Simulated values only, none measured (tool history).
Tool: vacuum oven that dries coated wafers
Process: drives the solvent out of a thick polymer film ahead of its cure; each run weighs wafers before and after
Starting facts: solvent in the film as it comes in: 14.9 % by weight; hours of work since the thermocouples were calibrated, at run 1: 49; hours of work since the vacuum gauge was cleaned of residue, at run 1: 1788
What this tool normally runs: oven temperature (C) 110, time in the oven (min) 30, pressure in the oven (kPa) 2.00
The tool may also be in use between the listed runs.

run	hour	oven temperature (C)	time in the oven (min)	pressure in the oven (kPa)	hours of work since the thermocouples were calibrated	hours of work since the vacuum gauge was cleaned of residue	solvent left in the film (%)
1	0.0	110	30	2.00	49	1788	4.01
2	48.0	110	30	2.00	74	1813	4.01
3	111.8	110	30	2.00	107	1846	3.95
4	169.8	110	30	3.73	137	1877	4.49
5	247.2	110	30	2.00	178	1917	3.85
6	316.1	110	30	2.00	214	1953	3.98
7	373.8	110	30	2.00	244	1983	4.00
8	422.4	110	30	2.00	269	2008	3.94
9	495.8	110	30	1.62	307	2047	3.87
10	587.2	110	30	5.20	355	2094	4.94
11	644.4	110	30	5.20	385	2124	4.98
12	686.7	110	30	1.03	407	2146	3.69
13	775.0	102	27	1.79	453	2192	6.38
14	816.9	123	27	4.32	475	2214	2.24
# hour 855.9: vacuum gauge cleaned of residue and calibrated
15	861.1	123	27	4.32	497	3	2.25
16	919.5	123	27	4.32	527	33	2.27

Predict the results of run 17:
17	981.7	115	27	4.32	560	66	?

{"run 17": {"solvent left in the film (%)": 3.91}}
With no hidden state in the tool, this same run would have given solvent left in the film (%) 3.93.
